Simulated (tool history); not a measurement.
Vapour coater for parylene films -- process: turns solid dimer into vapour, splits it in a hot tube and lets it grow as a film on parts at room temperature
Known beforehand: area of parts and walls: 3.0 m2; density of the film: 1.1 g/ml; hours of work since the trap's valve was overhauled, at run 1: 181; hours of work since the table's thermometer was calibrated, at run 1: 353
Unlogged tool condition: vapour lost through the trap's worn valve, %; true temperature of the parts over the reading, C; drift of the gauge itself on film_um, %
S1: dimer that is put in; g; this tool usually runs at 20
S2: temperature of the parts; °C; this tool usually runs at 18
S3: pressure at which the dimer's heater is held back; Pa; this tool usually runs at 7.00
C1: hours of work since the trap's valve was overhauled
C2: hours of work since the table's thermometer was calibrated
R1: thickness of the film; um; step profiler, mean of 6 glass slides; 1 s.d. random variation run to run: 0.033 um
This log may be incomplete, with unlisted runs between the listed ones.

run	hour	S1	S2	S3	C1	C2	R1
1	0.0	20	18	7.00	181	353	3.06
2	13.3	20	18	7.00	187	359	3.07
3	31.9	20	28	7.00	196	367	2.43
4	47.6	20	28	7.00	203	374	2.42
5	65.0	20	10	7.00	211	382	3.75
6	79.5	20	10	7.00	217	389	3.71
7	91.0	20	10	7.00	222	394	3.71
8	109.8	20	10	7.00	231	403	3.72
9	133.1	20	10	7.00	241	413	3.66
10	148.8	20	21	7.00	249	420	2.77
11	166.4	20	21	7.00	256	428	2.83
12	179.2	20	21	7.00	262	434	2.81
13	193.5	20	12	7.00	269	440	3.46
14	210.9	20	12	7.00	277	448	3.43
15	228.4	20	18	7.00	284	456	2.95
16	246.6	20	18	7.00	293	464	2.88
17	269.2	20	18	7.00	303	475	2.88
18	285.8	26	18	7.00	310	482	3.82
19	299.3	26	18	7.00	317	488	3.79
20	319.4	26	26	7.00	326	497	3.12
21	330.0	20	18	7.00	330	502	2.85
22	343.1	20	18	7.00	336	508	2.91
23	355.6	20	18	7.00	342	514	2.88
24	376.6	20	19	3.07	351	523	3.00
25	391.1	13	19	3.07	358	530	1.91
# hour 405.3: trap's valve overhauled
26	406.1	10	19	3.87	0	535	1.68
27	424.3	10	19	3.87	9	543	1.75
28	441.8	13	10	3.87	16	551	2.76
29	461.5	13	10	3.87	25	560	2.71
30	473.7	13	10	3.87	31	565	2.74
31	494.2	25	15	6.53	40	575	4.49
32	519.1	18	18	4.70	51	586	3.05
33	541.8	11	18	4.70	62	596	1.85
34	554.7	11	20	4.70	68	602	1.74
35	575.7	11	27	2.18	77	611	1.53
36	591.0	11	27	2.18	84	618	1.59
37	616.2	11	27	2.18	95	630	1.55
38	635.8	11	27	2.18	104	639	1.53
39	657.9	31	19	9.16	114	649	4.69
40	670.0	20	12	7.00	120	654	3.79
41	680.4	27	14	7.00	124	659	4.71
42	700.4	31	26	10.52	133	668	3.96
43	716.2	11	26	6.37	141	675	1.43
44	739.7	11	26	6.37	151	685	1.39
45	750.8	11	26	6.37	156	690	1.43

Below are 4 alternative next runs, each starting from the tool's condition after run 45. Predict each:
A	769.0	12	26	8.79	164	699	?
B	769.0	20	20	7.00	164	699	?
C	769.0	11	26	4.97	164	699	?
D	769.0	11	17	6.37	164	699	?

run	R1
A	1.48
B	2.97
C	1.41
D	1.81
Had the tool no hidden state, the same runs would have come out as:
run	R1
A	1.58
B	3.18
C	1.51
D	1.93

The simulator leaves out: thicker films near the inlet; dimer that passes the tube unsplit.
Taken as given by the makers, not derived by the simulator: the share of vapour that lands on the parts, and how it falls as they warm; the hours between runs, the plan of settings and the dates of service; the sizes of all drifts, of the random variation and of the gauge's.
